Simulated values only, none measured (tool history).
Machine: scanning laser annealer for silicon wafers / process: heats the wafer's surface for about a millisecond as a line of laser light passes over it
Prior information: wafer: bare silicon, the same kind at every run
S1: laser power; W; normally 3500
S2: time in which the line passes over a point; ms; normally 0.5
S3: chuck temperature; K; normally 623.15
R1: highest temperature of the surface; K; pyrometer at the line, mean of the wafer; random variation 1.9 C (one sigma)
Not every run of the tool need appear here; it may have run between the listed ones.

Run 1, hour 0: usual settings. Result: R1 1445.15 K.
Run 2, hour 8.3: usual settings. Result: R1 1444.15 K.
Run 3, hour 15.1: usual settings. Result: R1 1444.15 K.
Run 4, hour 19.6: usual settings. Result: R1 1446.15 K.
Run 5, hour 26.4: usual settings but S2 0.535 ms. Result: R1 1478.15 K.
Run 6, hour 36.8: usual settings. Result: R1 1444.15 K.
Run 7, hour 41.4: usual settings. Result: R1 1444.15 K.
Run 8, hour 51.2: usual settings. Result: R1 1444.15 K.
Run 9, hour 61.1: usual settings. Result: R1 1444.15 K.
Run 10, hour 66.6: usual settings. Result: R1 1444.15 K.
Run 11, hour 73.8: usual settings. Result: R1 1445.15 K.
Run 12, hour 78.3: usual settings. Result: R1 1439.15 K.
Run 13, hour 86.3: usual settings. Result: R1 1442.15 K.
Run 14, hour 93.9: usual settings. Result: R1 1440.15 K.
Run 15, hour 100: usual settings but S3 587.15 K. Result: R1 1402.15 K.
At hour 103.5: laser's power meter calibrated.
Run 16, hour 109.7: usual settings but S3 587.15 K. Result: R1 1402.15 K.
Run 17, hour 116.1: usual settings but S3 587.15 K. Result: R1 1405.15 K.
Run 18, hour 125.2: usual settings but S1 3298 W, S2 0.567 ms, S3 620.15 K. Result: R1 1434.15 K.
Run 19, hour 135.6: usual settings but S1 3100 W, S2 0.392 ms, S3 609.15 K. Result: R1 1217.15 K.
Run 20, hour 142.6: usual settings but S1 3293 W, S2 0.465 ms, S3 609.15 K. Result: R1 1332.15 K.
Run 21, hour 149.4: usual settings but S1 3082 W, S2 0.422 ms, S3 647.15 K. Result: R1 1274.15 K.
At hour 156.3: laser's power meter calibrated, once more.
Run 22, hour 161.5: usual settings but S1 3082 W, S2 0.422 ms, S3 647.15 K. Result: R1 1273.15 K.
Run 23, hour 167.3: usual settings but S1 3635 W, S2 0.527 ms, S3 600.15 K. Result: R1 1472.15 K.
Run 24, hour 171.9: usual settings but S1 3330 W, S2 0.387 ms, S3 609.15 K. Result: R1 1267.15 K.
Run 25, hour 178.6: usual settings but S1 3068 W, S2 0.452 ms, S3 656.15 K. Result: R1 1299.15 K.
Run 26, hour 185.8: usual settings but S1 3068 W, S2 0.452 ms, S3 656.15 K. Result: R1 1300.15 K.
Run 27, hour 193.5: usual settings but S1 3068 W, S2 0.452 ms, S3 656.15 K. Result: R1 1303.15 K.
Run 28, hour 203.1: usual settings but S1 3068 W, S2 0.519 ms, S3 656.15 K. Result: R1 1352.15 K.
Run 29, hour 207.5: usual settings but S1 3068 W, S2 0.519 ms, S3 656.15 K. Result: R1 1350.15 K.
Run 30, hour 215.2: usual settings but S1 3068 W, S2 0.519 ms, S3 600.15 K. Result: R1 1299.15 K.
Run 31, hour 220.3: usual settings but S1 3546 W, S2 0.413 ms, S3 638.15 K. Result: R1 1377.15 K.
Run 32, hour 228.2: usual settings but S1 3327 W, S2 0.472 ms. Result: R1 1354.15 K.
Run 33, hour 234.2: usual settings but S1 3708 W, S2 0.388 ms, S3 629.15 K. Result: R1 1377.15 K.
Run 34, hour 239: usual settings but S1 3406 W, S2 0.388 ms, S3 629.15 K. Result: R1 1303.15 K.

Each row is a separate what-if for the run after 34, all from the same tool condition, not one after another. Results?
Run A, hour 249: usual settings but S1 3377 W, S2 0.599 ms, S3 604.15 K. Result: R1 ?.
Run B, hour 249: usual settings but S1 3096 W, S2 0.384 ms. Result: R1 ?.
Run C, hour 249: usual settings but S1 3406 W, S2 0.388 ms, S3 661.15 K. Result: R1 ?.

run       R1
  A  1453.15
  B  1216.15
  C  1334.15
Had the tool no hidden state, the same runs would have come out as:
run       R1
  A  1495.15
  B  1245.15
  C  1367.15
